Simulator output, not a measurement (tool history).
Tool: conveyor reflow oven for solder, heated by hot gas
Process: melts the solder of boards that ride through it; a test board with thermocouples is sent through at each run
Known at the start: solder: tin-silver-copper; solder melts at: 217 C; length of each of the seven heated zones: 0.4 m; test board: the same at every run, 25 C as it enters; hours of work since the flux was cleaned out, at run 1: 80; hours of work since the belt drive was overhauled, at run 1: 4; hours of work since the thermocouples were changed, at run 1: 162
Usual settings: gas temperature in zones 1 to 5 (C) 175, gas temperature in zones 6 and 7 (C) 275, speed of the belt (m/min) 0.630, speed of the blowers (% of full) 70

| run | hour | gas temperature in zones 1 to 5 (C) | gas temperature in zones 6 and 7 (C) | speed of the belt (m/min) | speed of the blowers (% of full) | hours of work since the flux was cleaned out | hours of work since the belt drive was overhauled | hours of work since the thermocouples were changed | highest temperature of the board (C) | time above the solder's melting point (s) |
|---|---|---|---|---|---|---|---|---|---|---|
| 1 | 0.0 | 175 | 275 | 0.630 | 70 | 80 | 4 | 162 | 256.37 | 59.1 |
| 2 | 23.6 | 175 | 275 | 0.630 | 70 | 93 | 17 | 175 | 256.26 | 59.5 |
| 3 | 57.6 | 175 | 275 | 0.630 | 70 | 112 | 35 | 193 | 256.19 | 59.3 |
| 4 | 82.6 | 175 | 275 | 0.573 | 70 | 125 | 49 | 207 | 259.46 | 68.4 |
| 5 | 120.3 | 175 | 280 | 0.630 | 70 | 146 | 69 | 227 | 260.50 | 62.1 |
| 6 | 159.4 | 175 | 280 | 0.630 | 70 | 167 | 90 | 248 | 260.45 | 61.7 |
|  | 187.7 | flux residue cleaned out of gas plates and filters |
| 7 | 199.0 | 175 | 280 | 0.630 | 70 | 6 | 109 | 267 | 260.43 | 62.0 |
| 8 | 247.1 | 175 | 280 | 0.630 | 70 | 32 | 135 | 293 | 260.68 | 62.0 |
| 9 | 283.3 | 175 | 275 | 0.630 | 70 | 52 | 155 | 313 | 256.04 | 59.5 |
| 10 | 309.1 | 175 | 275 | 0.630 | 70 | 66 | 169 | 327 | 256.22 | 59.4 |
| 11 | 340.1 | 172 | 275 | 0.630 | 70 | 83 | 185 | 343 | 255.73 | 57.6 |
| 12 | 392.1 | 172 | 275 | 0.630 | 70 | 111 | 214 | 372 | 255.69 | 57.9 |
| 13 | 417.2 | 175 | 275 | 0.620 | 70 | 124 | 227 | 385 | 256.77 | 60.5 |
| 14 | 441.0 | 169 | 275 | 0.630 | 70 | 137 | 240 | 398 | 255.01 | 56.7 |
| 15 | 475.3 | 169 | 275 | 0.630 | 70 | 156 | 259 | 417 | 254.94 | 56.6 |
| 16 | 515.0 | 176 | 282 | 0.527 | 70 | 177 | 280 | 438 | 268.35 | 80.0 |
|  | 527.6 | flux residue cleaned out of gas plates and filters |
| 17 | 568.7 | 176 | 282 | 0.527 | 62 | 22 | 306 | 464 | 266.27 | 78.5 |
| 18 | 617.4 | 165 | 269 | 0.630 | 70 | 49 | 333 | 491 | 249.26 | 51.0 |
|  | 659.4 | thermocouples of zones 6 and 7 changed |
| 19 | 665.7 | 168 | 269 | 0.728 | 79 | 74 | 358 | 3 | 247.19 | 43.0 |
| 20 | 687.4 | 168 | 269 | 0.728 | 79 | 85 | 370 | 15 | 247.17 | 43.2 |
| 21 | 723.7 | 168 | 269 | 0.728 | 79 | 105 | 389 | 35 | 247.20 | 42.8 |
| 22 | 768.0 | 168 | 269 | 0.728 | 79 | 129 | 413 | 59 | 247.08 | 42.9 |
| 23 | 816.3 | 168 | 269 | 0.728 | 79 | 155 | 439 | 85 | 247.13 | 43.1 |
| 24 | 840.1 | 175 | 275 | 0.674 | 52 | 168 | 452 | 98 | 247.04 | 47.1 |
|  | 867.3 | flux residue cleaned out of gas plates and filters |
| 25 | 867.3 | 166 | 275 | 0.630 | 70 | 0 | 464 | 110 | 254.64 | 55.3 |
| 26 | 915.0 | 166 | 275 | 0.630 | 70 | 26 | 490 | 136 | 254.67 | 55.1 |
| 27 | 939.0 | 181 | 275 | 0.630 | 70 | 39 | 503 | 149 | 257.44 | 62.6 |
| 28 | 980.4 | 176 | 275 | 0.630 | 85 | 61 | 526 | 171 | 260.13 | 62.7 |
| 29 | 1014.2 | 169 | 277 | 0.754 | 52 | 80 | 544 | 189 | 241.61 | 34.7 |
| 30 | 1038.4 | 163 | 275 | 0.630 | 70 | 93 | 557 | 203 | 254.06 | 54.2 |

Hidden state at the last listed run before each entry between runs and at the first one after, where it differs:
Between runs 6 and 7: flux residue cleaned out of gas plates and filters (hour 187.7)
  heat that the gas passes to the board, % of a clean oven's: 99.9 -> 100
Between runs 16 and 17: flux residue cleaned out of gas plates and filters (hour 527.6)
  heat that the gas passes to the board, % of a clean oven's: 99.9 -> 100; true gas temperature in zones 6 and 7 over the reading, C: -0.01 -> -0.02
Between runs 18 and 19: thermocouples of zones 6 and 7 changed (hour 659.4)
  true gas temperature in zones 6 and 7 over the reading, C: -0.02 -> 0
Between runs 24 and 25: flux residue cleaned out of gas plates and filters (hour 867.3)
  heat that the gas passes to the board, % of a clean oven's: 99.9 -> 100
